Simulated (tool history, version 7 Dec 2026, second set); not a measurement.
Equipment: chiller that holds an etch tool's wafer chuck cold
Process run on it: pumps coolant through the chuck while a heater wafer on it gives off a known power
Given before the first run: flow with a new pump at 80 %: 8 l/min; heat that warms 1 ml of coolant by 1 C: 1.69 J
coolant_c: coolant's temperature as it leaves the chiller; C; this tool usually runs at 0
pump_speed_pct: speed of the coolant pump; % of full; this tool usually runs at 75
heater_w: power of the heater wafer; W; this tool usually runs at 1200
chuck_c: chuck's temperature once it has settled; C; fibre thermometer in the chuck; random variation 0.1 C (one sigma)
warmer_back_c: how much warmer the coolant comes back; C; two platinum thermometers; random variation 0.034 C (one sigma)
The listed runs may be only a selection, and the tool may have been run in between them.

Run 1, hour 0: usual settings. Result: chuck_c 9.2 C, warmer_back_c 5.68 C.
Run 2, hour 100.9: usual settings but pump_speed_pct 97 % of full. Result: chuck_c 7.7 C, warmer_back_c 4.46 C.
At hour 162.8: chiller's thermometer calibrated.
Run 3, hour 239.8: usual settings. Result: chuck_c 9.1 C, warmer_back_c 5.59 C.
Run 4, hour 368.1: usual settings. Result: chuck_c 9.3 C, warmer_back_c 5.7 C.
Run 5, hour 471.8: usual settings but heater_w 687 W. Result: chuck_c 5.3 C, warmer_back_c 3.26 C.
Run 6, hour 534.9: usual settings but coolant_c -7 C. Result: chuck_c 2.2 C, warmer_back_c 5.66 C.
Run 7, hour 649.7: usual settings but coolant_c -7 C. Result: chuck_c 2.4 C, warmer_back_c 5.59 C.
Run 8, hour 714.4: usual settings but coolant_c -1 C. Result: chuck_c 8.3 C, warmer_back_c 5.62 C.
Run 9, hour 798.5: usual settings but coolant_c -1 C. Result: chuck_c 8.1 C, warmer_back_c 5.62 C.
Run 10, hour 872.7: usual settings but coolant_c -1 C. Result: chuck_c 8.2 C, warmer_back_c 5.56 C.
Run 11, hour 995: usual settings but coolant_c -1 C, pump_speed_pct 90 % of full, heater_w 1778 W. Result: chuck_c 10.9 C, warmer_back_c 6.94 C.
Run 12, hour 1081.8: usual settings but coolant_c 7 C, pump_speed_pct 68 % of full, heater_w 1407 W. Result: chuck_c 18.6 C, warmer_back_c 7.23 C.
Run 13, hour 1180: usual settings but coolant_c -9 C, heater_w 661 W. Result: chuck_c -3.7 C, warmer_back_c 3.01 C.
Run 14, hour 1312.4: usual settings but coolant_c 3 C, pump_speed_pct 78 % of full. Result: chuck_c 11.9 C, warmer_back_c 5.33 C.
Run 15, hour 1449.5: usual settings but pump_speed_pct 78 % of full. Result: chuck_c 9 C, warmer_back_c 5.33 C.
Run 16, hour 1572: usual settings but coolant_c -7 C, pump_speed_pct 78 % of full. Result: chuck_c 2 C, warmer_back_c 5.39 C.
Run 17, hour 1663.7: usual settings but coolant_c 4 C, pump_speed_pct 70 % of full, heater_w 1325 W. Result: chuck_c 14.7 C, warmer_back_c 6.46 C.
Run 18, hour 1743.4: usual settings but coolant_c 4 C, pump_speed_pct 70 % of full, heater_w 1325 W. Result: chuck_c 14.7 C, warmer_back_c 6.5 C.
Run 19, hour 1823.9: usual settings but coolant_c 4 C, pump_speed_pct 70 % of full, heater_w 1325 W. Result: chuck_c 14.8 C, warmer_back_c 6.55 C.
Run 20, hour 1965.3: usual settings but coolant_c 4 C, pump_speed_pct 70 % of full, heater_w 1325 W. Result: chuck_c 14.9 C, warmer_back_c 6.48 C.

What if the next run were any one of these 4? Each begins from the tool's condition after run 20:
Run A, hour 2082.8: usual settings but coolant_c -2 C, heater_w 984 W. Result: chuck_c ?, warmer_back_c ?.
Run B, hour 2082.8: usual settings but coolant_c 10 C, heater_w 852 W. Result: chuck_c ?, warmer_back_c ?.
Run C, hour 2082.8: usual settings but pump_speed_pct 71 % of full, heater_w 638 W. Result: chuck_c ?, warmer_back_c ?.
Run D, hour 2082.8: usual settings but heater_w 880 W. Result: chuck_c ?, warmer_back_c ?.

run  chuck_c  warmer_back_c
  A      5.6           4.47
  B     16.8           3.82
  C      5.1              3
  D      6.9           3.94
Take away the tool's hidden state, keep each run's random variation, and the runs would have read:
run  chuck_c  warmer_back_c
  A      5.6           4.66
  B     16.8           4.01
  C      5.1           3.19
  D      6.9           4.13

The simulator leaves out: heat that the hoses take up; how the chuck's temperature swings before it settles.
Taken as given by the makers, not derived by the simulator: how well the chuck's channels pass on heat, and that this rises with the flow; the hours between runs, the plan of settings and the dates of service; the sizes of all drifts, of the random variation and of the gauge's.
